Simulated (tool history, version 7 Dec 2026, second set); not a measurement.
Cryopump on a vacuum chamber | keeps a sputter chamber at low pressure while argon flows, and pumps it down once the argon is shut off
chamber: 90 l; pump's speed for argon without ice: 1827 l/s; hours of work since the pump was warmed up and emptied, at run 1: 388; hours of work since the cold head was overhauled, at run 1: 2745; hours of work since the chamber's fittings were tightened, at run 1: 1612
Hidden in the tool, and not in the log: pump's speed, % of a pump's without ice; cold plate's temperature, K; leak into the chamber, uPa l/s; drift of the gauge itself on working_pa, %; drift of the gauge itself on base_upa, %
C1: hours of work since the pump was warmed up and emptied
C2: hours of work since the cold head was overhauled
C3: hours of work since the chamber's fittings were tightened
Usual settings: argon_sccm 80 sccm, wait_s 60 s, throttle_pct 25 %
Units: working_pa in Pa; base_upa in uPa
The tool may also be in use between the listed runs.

Run 1, day 0: usual settings; C1 388; C2 2745; C3 1612. Result: working_pa 0.3188 Pa, base_upa 2.25 uPa.
Run 2, day 2.517: usual settings; C1 432; C2 2789; C3 1655. Result: working_pa 0.3222 Pa, base_upa 2.38 uPa.
Run 3, day 6.483: usual settings but argon_sccm 102 sccm; C1 501; C2 2858; C3 1724. Result: working_pa 0.4182 Pa, base_upa 2.58 uPa.
At day 8.871: pump warmed up, emptied and cooled again.
Run 4, day 9.054: usual settings but argon_sccm 135 sccm; C1 3; C2 2899; C3 1765. Result: working_pa 0.5071 Pa, base_upa 2.04 uPa.
Run 5, day 12.4: usual settings but argon_sccm 135 sccm; C1 61; C2 2957; C3 1823. Result: working_pa 0.5132 Pa, base_upa 2.19 uPa.
Run 6, day 16.542: usual settings; C1 133; C2 3029; C3 1895. Result: working_pa 0.3059 Pa, base_upa 2.25 uPa.
Run 7, day 20.092: usual settings; C1 195; C2 3090; C3 1957. Result: working_pa 0.3065 Pa, base_upa 2.44 uPa.
Run 8, day 23.054: usual settings but argon_sccm 64 sccm; C1 246; C2 3142; C3 2008. Result: working_pa 0.2488 Pa, base_upa 2.49 uPa.
Run 9, day 25.658: usual settings but argon_sccm 64 sccm; C1 291; C2 3187; C3 2053. Result: working_pa 0.2527 Pa, base_upa 2.54 uPa.
Run 10, day 29.358: usual settings but argon_sccm 64 sccm; C1 355; C2 3251; C3 2117. Result: working_pa 0.2572 Pa, base_upa 2.73 uPa.
Run 11, day 32.35: usual settings but argon_sccm 150 sccm, wait_s 124 s, throttle_pct 34 %; C1 407; C2 3303; C3 2169. Result: working_pa 0.456 Pa, base_upa 2.52 uPa.
Run 12, day 35.779: usual settings but argon_sccm 40 sccm, wait_s 39 s, throttle_pct 16 %; C1 467; C2 3362; C3 2229. Result: working_pa 0.2475 Pa, base_upa 3.24 uPa.
Run 13, day 37.504: usual settings but wait_s 164 s, throttle_pct 31 %; C1 497; C2 3392; C3 2259. Result: working_pa 0.2716 Pa, base_upa 2.72 uPa.
At day 40.104: pump warmed up, emptied and cooled again.
Run 14, day 41.567: usual settings but wait_s 164 s, throttle_pct 31 %; C1 25; C2 3459; C3 2326. Result: working_pa 0.2401 Pa, base_upa 2.14 uPa.
Run 15, day 44.333: usual settings but throttle_pct 16 %; C1 73; C2 3507; C3 2374. Result: working_pa 0.469 Pa, base_upa 2.47 uPa.
Run 16, day 46.088: usual settings but throttle_pct 16 %; C1 104; C2 3538; C3 2404. Result: working_pa 0.4712 Pa, base_upa 2.68 uPa.
At day 49.275: leaking fittings of the chamber tightened, without venting.
Run 17, day 50.254: usual settings but throttle_pct 16 %; C1 175; C2 3608; C3 17. Result: working_pa 0.4744 Pa, base_upa 0.76 uPa.
Run 18, day 54.038: usual settings but argon_sccm 148 sccm, wait_s 68 s, throttle_pct 28 %; C1 240; C2 3674; C3 83. Result: working_pa 0.5175 Pa, base_upa 0.78 uPa.
Run 19, day 55.738: usual settings but argon_sccm 46 sccm, throttle_pct 32 %; C1 270; C2 3704; C3 112. Result: working_pa 0.1423 Pa, base_upa 0.83 uPa.

Forecast each of these 5 alternatives for the next run:
Run A, day 59.133: usual settings but argon_sccm 46 sccm, wait_s 192 s, throttle_pct 34 %; C1 329; C2 3763; C3 171. Result: working_pa ?, base_upa ?.
Run B, day 59.133: usual settings but argon_sccm 139 sccm, throttle_pct 32 %; C1 329; C2 3763; C3 171. Result: working_pa ?, base_upa ?.
Run C, day 59.133: usual settings but argon_sccm 133 sccm, wait_s 51 s, throttle_pct 32 %; C1 329; C2 3763; C3 171. Result: working_pa ?, base_upa ?.
Run D, day 59.133: usual settings but argon_sccm 45 sccm, throttle_pct 20 %; C1 329; C2 3763; C3 171. Result: working_pa ?, base_upa ?.
Run E, day 59.133: usual settings but argon_sccm 53 sccm, wait_s 38 s, throttle_pct 20 %; C1 329; C2 3763; C3 171. Result: working_pa ?, base_upa ?.

run  working_pa  base_upa
  A      0.1374      0.54
  B      0.4367      0.95
  C      0.4174      1.08
  D      0.2197      0.91
  E      0.2568      1.19
Without the tool's hidden state the same runs would have given:
run  working_pa  base_upa
  A      0.1257      0.34
  B      0.4013      0.75
  C      0.3835      0.88
  D      0.2083      0.71
  E      0.2434         1

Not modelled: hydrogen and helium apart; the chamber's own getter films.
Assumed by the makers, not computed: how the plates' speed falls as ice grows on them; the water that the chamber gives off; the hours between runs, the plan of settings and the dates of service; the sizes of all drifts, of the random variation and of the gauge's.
